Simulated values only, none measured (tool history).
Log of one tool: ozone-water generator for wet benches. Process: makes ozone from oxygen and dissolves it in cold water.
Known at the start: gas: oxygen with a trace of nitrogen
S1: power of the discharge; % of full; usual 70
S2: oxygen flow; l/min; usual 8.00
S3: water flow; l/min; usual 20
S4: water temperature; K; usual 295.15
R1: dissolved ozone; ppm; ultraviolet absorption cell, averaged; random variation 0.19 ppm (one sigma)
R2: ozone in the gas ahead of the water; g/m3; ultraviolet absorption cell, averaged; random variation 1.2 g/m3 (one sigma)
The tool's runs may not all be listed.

run   hour  S1     S2  S3      S4    R1     R2
  1    0.0  70   8.00  20  295.15  25.0  216.2
  2   26.4  70   8.00  20  295.15  24.9  217.7
  3   67.0  70  13.56  20  295.15  21.8  157.9
  4  101.8  70  13.56  20  295.15  21.9  158.5
  5  142.1  70  13.56  20  295.15  21.8  160.0
  6  176.3  70  13.56  20  301.15  18.7  158.6
  7  198.1  70  13.56  20  301.15  18.7  158.4
  8  224.2  45   8.00  20  301.15  16.1  159.5
  9  261.3  70   8.57  20  292.15  25.3  206.7
 10  310.5  56   5.44  20  299.15  20.7  232.0
 11  348.1  56   5.44  20  299.15  20.6  231.9
 12  380.4  56   5.44  20  296.15  21.9  232.5
 13  410.0  56   5.44  20  296.15  21.8  232.9

5 ways to go on from here, each from the tool as it stands after run 13. What would each give?
  A  443.5  56  5.58  20  296.15   ?   ?
  B  443.5  45  4.35  20  296.15   ?   ?
  C  443.5  56  5.14  30  288.15   ?   ?
  D  443.5  70  5.86  20  295.15   ?   ?
  E  443.5  56  9.93  20  292.15   ?   ?

run    R1     R2
  A  21.4  227.0
  B  18.9  228.5
  C  17.4  241.2
  D  25.4  261.7
  E  21.3  161.9
Without the tool's hidden state the same runs would have given:
run    R1     R2
  A  23.5  235.3
  B  20.5  235.2
  C  19.1  249.9
  D  28.0  273.0
  E  23.3  167.7

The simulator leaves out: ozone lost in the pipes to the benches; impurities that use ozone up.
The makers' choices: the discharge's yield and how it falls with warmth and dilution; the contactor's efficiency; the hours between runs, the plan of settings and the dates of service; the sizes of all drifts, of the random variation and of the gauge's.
